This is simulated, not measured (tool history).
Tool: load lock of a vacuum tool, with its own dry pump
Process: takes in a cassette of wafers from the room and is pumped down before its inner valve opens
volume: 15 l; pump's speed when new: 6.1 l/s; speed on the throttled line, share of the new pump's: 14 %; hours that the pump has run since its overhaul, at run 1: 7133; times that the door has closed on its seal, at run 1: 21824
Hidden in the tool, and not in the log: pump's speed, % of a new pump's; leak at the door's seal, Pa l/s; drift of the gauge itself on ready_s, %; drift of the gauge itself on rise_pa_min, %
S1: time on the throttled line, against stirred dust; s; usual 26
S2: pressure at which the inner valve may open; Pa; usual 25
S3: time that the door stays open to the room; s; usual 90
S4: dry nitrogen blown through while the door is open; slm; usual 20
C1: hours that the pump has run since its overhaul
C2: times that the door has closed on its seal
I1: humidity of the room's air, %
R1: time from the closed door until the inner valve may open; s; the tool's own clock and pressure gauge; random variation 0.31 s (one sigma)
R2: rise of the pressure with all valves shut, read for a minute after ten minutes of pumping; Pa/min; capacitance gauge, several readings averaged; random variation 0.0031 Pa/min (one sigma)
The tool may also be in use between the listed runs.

run 1 hour=0.0 | S1=26 S2=25 S3=90 S4=20 | C1=7133 C2=21824 | I1=41.8 | R1=43.1 R2=0.161
run 2 hour=275.1 | S1=26 S2=25 S3=90 S4=20 | C1=7409 C2=22153 | I1=48.1 | R1=43.8 R2=0.179
run 3 hour=551.5 | S1=26 S2=25 S3=90 S4=20 | C1=7685 C2=22482 | I1=46.0 | R1=43.5 R2=0.182
run 4 hour=1140.7 | S1=26 S2=25 S3=90 S4=20 | C1=8274 C2=23185 | I1=46.2 | R1=43.2 R2=0.178
run 5 hour=1757.9 | S1=26 S2=25 S3=90 S4=20 | C1=8891 C2=23921 | I1=49.1 | R1=43.4 R2=0.194
run 6 hour=2147.4 | S1=26 S2=25 S3=90 S4=20 | C1=9281 C2=24386 | I1=43.7 | R1=43.7 R2=0.189
run 7 hour=2669.8 | S1=26 S2=25 S3=90 S4=20 | C1=9803 C2=25009 | I1=45.1 | R1=43.5 R2=0.194
run 8 hour=3227.1 | S1=26 S2=25 S3=90 S4=20 | C1=10360 C2=25673 | I1=46.9 | R1=44.2 R2=0.203
run 9 hour=3640.9 | S1=26 S2=25 S3=90 S4=20 | C1=10774 C2=26167 | I1=44.8 | R1=44.1 R2=0.197
run 10 hour=3943.1 | S1=26 S2=25 S3=90 S4=20 | C1=11076 C2=26527 | I1=46.9 | R1=43.7 R2=0.197
run 11 hour=4507.1 | S1=26 S2=25 S3=90 S4=20 | C1=11640 C2=27200 | I1=41.3 | R1=43.5 R2=0.203
run 12 hour=5043.5 | S1=26 S2=25 S3=57 S4=20 | C1=12177 C2=27840 | I1=44.6 | R1=44.0 R2=0.197
run 13 hour=5506.1 | S1=26 S2=23 S3=57 S4=20 | C1=12639 C2=28392 | I1=45.1 | R1=44.3 R2=0.198
run 14 hour=6031.2 | S1=23 S2=25 S3=90 S4=20 | C1=13165 C2=29018 | I1=47.4 | R1=42.0 R2=0.221
run 15 hour=6584.4 | S1=26 S2=25 S3=90 S4=9 | C1=13718 C2=29678 | I1=46.5 | R1=43.9 R2=0.250
run 16 hour=6858.5 | S1=26 S2=25 S3=90 S4=9 | C1=13992 C2=30005 | I1=42.7 | R1=44.2 R2=0.245
run 17 hour=7288.0 | S1=17 S2=34 S3=137 S4=9 | C1=14421 C2=30517 | I1=48.7 | R1=36.0 R2=0.291
run 18 hour=7750.0 | S1=26 S2=25 S3=40 S4=9 | C1=14883 C2=31068 | I1=47.0 | R1=44.9 R2=0.232
-- hour=7791.4 dry pump taken out, an overhauled one fitted
run 19 hour=8148.4 | S1=33 S2=35 S3=228 S4=44 | C1=357 C2=31536 | I1=43.2 | R1=47.9 R2=0.230
run 20 hour=8537.8 | S1=30 S2=41 S3=41 S4=20 | C1=746 C2=32001 | I1=45.2 | R1=44.9 R2=0.221
run 21 hour=8950.5 | S1=16 S2=31 S3=41 S4=20 | C1=1159 C2=32493 | I1=42.6 | R1=33.6 R2=0.225
run 22 hour=9222.7 | S1=26 S2=25 S3=77 S4=4 | C1=1431 C2=32818 | I1=45.1 | R1=42.1 R2=0.287
run 23 hour=9544.0 | S1=38 S2=26 S3=43 S4=22 | C1=1753 C2=33201 | I1=46.1 | R1=52.9 R2=0.228
run 24 hour=9934.1 | S1=25 S2=25 S3=90 S4=20 | C1=2143 C2=33666 | I1=45.5 | R1=41.2 R2=0.247
run 25 hour=10314.8 | S1=26 S2=28 S3=29 S4=34 | C1=2523 C2=34120 | I1=42.8 | R1=42.3 R2=0.211
run 26 hour=10950.4 | S1=26 S2=28 S3=29 S4=34 | C1=3159 C2=34878 | I1=48.9 | R1=42.5 R2=0.228
run 27 hour=11587.8 | S1=26 S2=28 S3=29 S4=34 | C1=3796 C2=35639 | I1=44.7 | R1=42.1 R2=0.235
run 28 hour=12240.2 | S1=26 S2=28 S3=29 S4=34 | C1=4449 C2=36417 | I1=49.5 | R1=43.1 R2=0.236
run 29 hour=12559.0 | S1=26 S2=28 S3=29 S4=34 | C1=4768 C2=36797 | I1=44.6 | R1=42.4 R2=0.241
run 30 hour=13180.8 | S1=26 S2=28 S3=29 S4=34 | C1=5389 C2=37539 | I1=43.0 | R1=42.4 R2=0.245
run 31 hour=13481.3 | S1=45 S2=24 S3=114 S4=33 | C1=5690 C2=37897 | I1=44.2 | R1=59.2 R2=0.274

Forecast each of these 4 alternatives for the next run:
run A hour=13749.8 | S1=43 S2=19 S3=177 S4=33 | C1=5958 C2=38217 | I1=46.1 | R1=? R2=?
run B hour=13749.8 | S1=14 S2=24 S3=102 S4=5 | C1=5958 C2=38217 | I1=47.8 | R1=? R2=?
run C hour=13749.8 | S1=37 S2=38 S3=114 S4=8 | C1=5958 C2=38217 | I1=41.1 | R1=? R2=?
run D hour=13749.8 | S1=45 S2=29 S3=114 S4=33 | C1=5958 C2=38217 | I1=47.1 | R1=? R2=?

run=A R1=58.4 R2=0.296
run=B R1=33.3 R2=0.345
run=C R1=51.3 R2=0.323
run=D R1=59.8 R2=0.280
Without the tool's hidden state the same runs would have given:
run=A R1=58.0 R2=0.082
run=B R1=32.7 R2=0.133
run=C R1=50.8 R2=0.107
run=D R1=59.4 R2=0.064
